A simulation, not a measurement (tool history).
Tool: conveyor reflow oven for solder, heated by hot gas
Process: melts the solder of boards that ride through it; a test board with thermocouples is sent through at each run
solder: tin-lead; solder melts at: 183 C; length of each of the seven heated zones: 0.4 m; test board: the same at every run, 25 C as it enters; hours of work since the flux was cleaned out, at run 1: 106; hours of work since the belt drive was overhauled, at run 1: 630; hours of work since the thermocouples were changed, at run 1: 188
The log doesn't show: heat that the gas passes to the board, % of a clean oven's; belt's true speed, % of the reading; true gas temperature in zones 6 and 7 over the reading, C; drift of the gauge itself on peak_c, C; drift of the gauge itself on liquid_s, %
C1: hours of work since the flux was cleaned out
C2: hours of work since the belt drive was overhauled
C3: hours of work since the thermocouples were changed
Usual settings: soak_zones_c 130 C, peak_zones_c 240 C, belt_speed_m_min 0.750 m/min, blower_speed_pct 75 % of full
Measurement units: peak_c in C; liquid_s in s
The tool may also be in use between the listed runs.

Run 1, hour 0.0: usual settings; C1 106; C2 630; C3 188. Result: peak_c 217.9 C, liquid_s 44.9 s.
Run 2, hour 51.9: usual settings; C1 137; C2 661; C3 219. Result: peak_c 217.3 C, liquid_s 44.7 s.
Run 3, hour 83.0: usual settings; C1 155; C2 680; C3 237. Result: peak_c 216.5 C, liquid_s 46.0 s.
Run 4, hour 106.7: usual settings but belt_speed_m_min 0.747 m/min; C1 169; C2 693; C3 251. Result: peak_c 217.1 C, liquid_s 45.3 s.
Run 5, hour 139.9: usual settings but belt_speed_m_min 0.747 m/min; C1 189; C2 713; C3 271. Result: peak_c 216.7 C, liquid_s 44.9 s.
Run 6, hour 182.6: usual settings; C1 214; C2 738; C3 296. Result: peak_c 216.0 C, liquid_s 45.3 s.
Run 7, hour 232.3: usual settings; C1 243; C2 768; C3 325. Result: peak_c 216.9 C, liquid_s 45.3 s.
Run 8, hour 270.9: usual settings but peak_zones_c 242 C, belt_speed_m_min 0.788 m/min; C1 266; C2 791; C3 348. Result: peak_c 216.1 C, liquid_s 42.2 s.
Run 9, hour 311.0: usual settings but peak_zones_c 242 C, belt_speed_m_min 0.788 m/min; C1 290; C2 814; C3 372. Result: peak_c 215.8 C, liquid_s 42.8 s.
Run 10, hour 350.3: usual settings but soak_zones_c 133 C, peak_zones_c 250 C, belt_speed_m_min 0.896 m/min; C1 313; C2 837; C3 395. Result: peak_c 216.7 C, liquid_s 38.0 s.
Run 11, hour 399.5: usual settings but soak_zones_c 133 C, peak_zones_c 250 C, belt_speed_m_min 0.896 m/min; C1 342; C2 866; C3 424. Result: peak_c 216.4 C, liquid_s 37.9 s.

Below are 3 alternative next runs, each starting from the tool's condition after run 11. Predict each:
Run A, hour 442.2: usual settings but belt_speed_m_min 0.654 m/min, blower_speed_pct 56 % of full; C1 367; C2 892; C3 449. Result: peak_c ?, liquid_s ?.
Run B, hour 442.2: usual settings but soak_zones_c 133 C, peak_zones_c 250 C, belt_speed_m_min 0.896 m/min, blower_speed_pct 81 % of full; C1 367; C2 892; C3 449. Result: peak_c ?, liquid_s ?.
Run C, hour 442.2: usual settings but soak_zones_c 143 C, peak_zones_c 232 C, belt_speed_m_min 0.820 m/min; C1 367; C2 892; C3 449. Result: peak_c ?, liquid_s ?.

run  peak_c  liquid_s
  A   214.2      50.6
  B   218.6      39.4
  C   209.4      39.3
The same runs, with their run-to-run variation unchanged, on a tool lacking any hidden condition would have given:
run  peak_c  liquid_s
  A   214.9      50.4
  B   220.4      39.8
  C   210.5      39.8

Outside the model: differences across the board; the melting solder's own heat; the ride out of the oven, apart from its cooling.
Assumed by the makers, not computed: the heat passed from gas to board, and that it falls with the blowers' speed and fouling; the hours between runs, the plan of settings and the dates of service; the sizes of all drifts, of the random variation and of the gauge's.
